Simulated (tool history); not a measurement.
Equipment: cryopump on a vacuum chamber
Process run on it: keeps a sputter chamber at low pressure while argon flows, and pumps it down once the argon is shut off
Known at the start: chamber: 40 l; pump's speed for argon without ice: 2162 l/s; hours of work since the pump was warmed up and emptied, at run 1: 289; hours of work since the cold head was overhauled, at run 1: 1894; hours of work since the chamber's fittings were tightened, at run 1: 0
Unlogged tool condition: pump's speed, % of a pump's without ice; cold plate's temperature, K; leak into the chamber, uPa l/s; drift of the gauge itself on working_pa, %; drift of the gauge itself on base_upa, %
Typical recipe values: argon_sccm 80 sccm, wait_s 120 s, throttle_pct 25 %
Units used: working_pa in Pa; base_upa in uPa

| run | hour | argon_sccm | wait_s | throttle_pct | hours of work since the pump was warmed up and emptied | hours of work since the cold head was overhauled | hours of work since the chamber's fittings were tightened | working_pa | base_upa |
|---|---|---|---|---|---|---|---|---|---|
| 1 | 0 | 80 | 120 | 25 | 289 | 1894 | 0 | 0.2575 | 0.52 |
| 2 | 33 | 80 | 120 | 25 | 314 | 1919 | 25 | 0.2577 | 0.58 |
| 3 | 108.5 | 80 | 120 | 25 | 372 | 1977 | 83 | 0.2584 | 0.6 |
| 4 | 145 | 80 | 119 | 25 | 400 | 2005 | 111 | 0.261 | 0.6 |
| 5 | 202 | 80 | 119 | 25 | 444 | 2048 | 154 | 0.2627 | 0.62 |
| 6 | 250.5 | 80 | 119 | 25 | 481 | 2085 | 192 | 0.2651 | 0.63 |
| 7 | 309.6 | 80 | 119 | 25 | 526 | 2131 | 237 | 0.2621 | 0.67 |
| 8 | 382.9 | 80 | 119 | 25 | 582 | 2187 | 293 | 0.266 | 0.71 |
| 9 | 455.4 | 80 | 119 | 25 | 637 | 2242 | 348 | 0.2677 | 0.67 |
| 10 | 517.3 | 74 | 32 | 20 | 685 | 2289 | 396 | 0.3084 | 1.82 |
| 11 | 549.1 | 38 | 120 | 28 | 709 | 2314 | 420 | 0.1167 | 0.72 |
|  | 606.4 | pump warmed up, emptied and cooled again |
| 12 | 618.2 | 38 | 120 | 28 | 9 | 2363 | 469 | 0.1063 | 0.65 |
| 13 | 668.7 | 38 | 28 | 16 | 48 | 2401 | 508 | 0.1872 | 1.96 |

Consider 5 possible next runs. They are alternatives, not a sequence: every one starts from the tool as it was left by run 13. What does each give?
| A | 715.5 | 80 | 63 | 44 | 83 | 2437 | 543 | ? | ? |
| B | 715.5 | 68 | 28 | 16 | 83 | 2437 | 543 | ? | ? |
| C | 715.5 | 38 | 119 | 16 | 83 | 2437 | 543 | ? | ? |
| D | 715.5 | 55 | 28 | 20 | 83 | 2437 | 543 | ? | ? |
| E | 715.5 | 50 | 120 | 52 | 83 | 2437 | 543 | ? | ? |

| run | working_pa | base_upa |
|---|---|---|
| A | 0.1446 | 1.04 |
| B | 0.3354 | 1.93 |
| C | 0.1883 | 0.72 |
| D | 0.2164 | 2.04 |
| E | 0.0764 | 0.69 |
Without the tool's hidden state the same runs would have given:
| run | working_pa | base_upa |
|---|---|---|
| A | 0.1419 | 0.87 |
| B | 0.333 | 1.76 |
| C | 0.187 | 0.55 |
| D | 0.2146 | 1.86 |
| E | 0.0747 | 0.52 |

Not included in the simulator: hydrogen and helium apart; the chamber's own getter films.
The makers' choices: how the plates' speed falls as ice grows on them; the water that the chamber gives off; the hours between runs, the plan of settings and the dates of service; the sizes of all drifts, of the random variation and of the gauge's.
